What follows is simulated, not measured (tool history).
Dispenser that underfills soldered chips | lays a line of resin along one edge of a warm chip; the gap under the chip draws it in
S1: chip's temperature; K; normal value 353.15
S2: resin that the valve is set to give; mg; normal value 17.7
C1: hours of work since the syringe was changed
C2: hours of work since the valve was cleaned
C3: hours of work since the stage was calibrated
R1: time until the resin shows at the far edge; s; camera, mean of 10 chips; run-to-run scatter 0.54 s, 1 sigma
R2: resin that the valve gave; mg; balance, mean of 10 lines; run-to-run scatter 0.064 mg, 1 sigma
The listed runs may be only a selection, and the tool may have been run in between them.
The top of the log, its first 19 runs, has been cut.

| run | hour | S1 | S2 | C1 | C2 | C3 | R1 | R2 |
|---|---|---|---|---|---|---|---|---|
|  | 89 | dispensing valve cleaned and set on the balance |
| 20 | 92 | 359.15 | 15.8 | 7 | 2 | 93 | 55.6 | 15.67 |
| 21 | 96.1 | 351.15 | 15.1 | 10 | 5 | 96 | 97.4 | 15.03 |
|  | 97 | new syringe of resin |
| 22 | 102.6 | 351.15 | 15.1 | 4 | 10 | 101 | 67.7 | 15.03 |
| 23 | 108 | 352.15 | 21.3 | 8 | 14 | 105 | 76.1 | 20.87 |
|  | 112.1 | new syringe of resin |
| 24 | 112.9 | 352.15 | 21.3 | 1 | 17 | 109 | 48.6 | 21.04 |
| 25 | 118.6 | 352.15 | 21.3 | 5 | 22 | 113 | 63.8 | 21.06 |
| 26 | 125.7 | 353.15 | 15.1 | 10 | 27 | 118 | 88.9 | 14.88 |
|  | 126.9 | new syringe of resin |
| 27 | 129.1 | 349.15 | 15.8 | 2 | 29 | 120 | 64.2 | 15.48 |
| 28 | 132.4 | 347.15 | 16.2 | 4 | 32 | 123 | 80.8 | 15.86 |
| 29 | 138.4 | 347.15 | 16.2 | 9 | 36 | 127 | 104.9 | 15.74 |
|  | 141.8 | new syringe of resin |
| 30 | 144.4 | 361.15 | 15.8 | 2 | 40 | 132 | 37.4 | 15.39 |
| 31 | 149.5 | 361.15 | 15.8 | 6 | 44 | 135 | 47.3 | 15.23 |
| 32 | 155.1 | 366.15 | 18.3 | 10 | 48 | 140 | 46.7 | 17.7 |
|  | 156.7 | new syringe of resin |
| 33 | 160.5 | 351.15 | 19.5 | 3 | 52 | 143 | 61.1 | 18.87 |
| 34 | 167.2 | 351.15 | 19.5 | 8 | 57 | 148 | 81.8 | 18.79 |
|  | 171.4 | new syringe of resin |
| 35 | 173.6 | 367.15 | 21.3 | 2 | 62 | 153 | 27.4 | 20.54 |
| 36 | 179.2 | 363.15 | 16.5 | 6 | 66 | 157 | 43.2 | 15.83 |

Predict each of these 4 candidate next runs independently; none follows another, all start after run 36:
| A | 184.6 | 343.15 | 18.5 | 10 | 70 | 161 | ? | ? |
| B | 184.6 | 362.15 | 18.6 | 10 | 70 | 161 | ? | ? |
| C | 184.6 | 347.15 | 22.7 | 10 | 70 | 161 | ? | ? |
| D | 184.6 | 353.15 | 15.8 | 10 | 70 | 161 | ? | ? |

| run | R1 | R2 |
|---|---|---|
| A | 135.4 | 17.65 |
| B | 54.9 | 17.77 |
| C | 110 | 21.62 |
| D | 84.4 | 15.07 |
With no hidden state in the tool, these same runs would have given:
| run | R1 | R2 |
|---|---|---|
| A | 72.8 | 18.47 |
| B | 29.6 | 18.6 |
| C | 59.7 | 22.63 |
| D | 45.3 | 15.77 |
